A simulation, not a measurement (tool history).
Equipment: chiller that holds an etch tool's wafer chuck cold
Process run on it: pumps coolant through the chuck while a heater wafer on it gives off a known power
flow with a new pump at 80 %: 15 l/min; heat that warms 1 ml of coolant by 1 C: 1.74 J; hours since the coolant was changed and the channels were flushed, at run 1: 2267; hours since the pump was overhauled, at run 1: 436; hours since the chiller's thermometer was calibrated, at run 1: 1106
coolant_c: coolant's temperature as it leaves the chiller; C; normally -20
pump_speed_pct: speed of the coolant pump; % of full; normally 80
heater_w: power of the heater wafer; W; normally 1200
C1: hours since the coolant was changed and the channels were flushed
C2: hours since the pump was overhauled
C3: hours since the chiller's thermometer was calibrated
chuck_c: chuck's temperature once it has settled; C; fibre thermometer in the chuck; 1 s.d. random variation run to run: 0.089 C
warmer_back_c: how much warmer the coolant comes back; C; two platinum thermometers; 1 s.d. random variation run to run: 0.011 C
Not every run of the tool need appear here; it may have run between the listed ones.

Run 1, hour 0: usual settings; C1 2267; C2 436; C3 1106. Result: chuck_c -9.14 C, warmer_back_c 2.76 C.
Run 2, hour 24.6: usual settings but coolant_c -16 C; C1 2292; C2 461; C3 1131. Result: chuck_c -5.11 C, warmer_back_c 2.77 C.
Run 3, hour 49.6: usual settings; C1 2317; C2 486; C3 1156. Result: chuck_c -9.3 C, warmer_back_c 2.76 C.
Run 4, hour 74: usual settings but coolant_c -14 C; C1 2341; C2 510; C3 1180. Result: chuck_c -3.1 C, warmer_back_c 2.76 C.
Run 5, hour 102.6: usual settings but coolant_c -14 C; C1 2370; C2 539; C3 1209. Result: chuck_c -3.13 C, warmer_back_c 2.79 C.
Run 6, hour 119: usual settings but coolant_c -14 C; C1 2386; C2 555; C3 1225. Result: chuck_c -3.09 C, warmer_back_c 2.79 C.
Run 7, hour 138.8: usual settings but coolant_c -14 C; C1 2406; C2 575; C3 1245. Result: chuck_c -3.14 C, warmer_back_c 2.78 C.
Run 8, hour 151.6: usual settings but coolant_c -14 C; C1 2419; C2 588; C3 1258. Result: chuck_c -3.28 C, warmer_back_c 2.78 C.
Run 9, hour 166.3: usual settings but coolant_c -14 C; C1 2434; C2 603; C3 1273. Result: chuck_c -3.15 C, warmer_back_c 2.78 C.
Run 10, hour 185.8: usual settings but coolant_c -14 C; C1 2453; C2 622; C3 1292. Result: chuck_c -3.12 C, warmer_back_c 2.78 C.
Run 11, hour 208: usual settings but coolant_c -23 C; C1 2475; C2 644; C3 1314. Result: chuck_c -12.2 C, warmer_back_c 2.81 C.
Run 12, hour 224.8: usual settings but coolant_c -23 C; C1 2492; C2 661; C3 1331. Result: chuck_c -12.16 C, warmer_back_c 2.81 C.
Run 13, hour 237: usual settings; C1 2504; C2 673; C3 1343. Result: chuck_c -9.22 C, warmer_back_c 2.81 C.
Run 14, hour 258.7: usual settings; C1 2526; C2 695; C3 1365. Result: chuck_c -9.08 C, warmer_back_c 2.79 C.
Run 15, hour 271.9: usual settings but heater_w 1634 W; C1 2539; C2 708; C3 1378. Result: chuck_c -5.21 C, warmer_back_c 3.8 C.
Run 16, hour 291.1: usual settings but heater_w 637 W; C1 2558; C2 727; C3 1398. Result: chuck_c -14.21 C, warmer_back_c 1.52 C.
Run 17, hour 315.1: usual settings but coolant_c -15 C, pump_speed_pct 95 % of full, heater_w 1090 W; C1 2582; C2 751; C3 1422. Result: chuck_c -6.54 C, warmer_back_c 2.15 C.

For run 18, what comes out?
Run 18, hour 344.1: usual settings but coolant_c -22 C, pump_speed_pct 95 % of full, heater_w 1587 W; C1 2611; C2 780; C3 1451. Result: chuck_c ?, warmer_back_c ?.

{"run 18": {"chuck_c": -9.85, "warmer_back_c": 3.11}}
Minus the tool's unlogged condition, the same run would have read chuck_c -9.86 C, warmer_back_c 3.03 C.
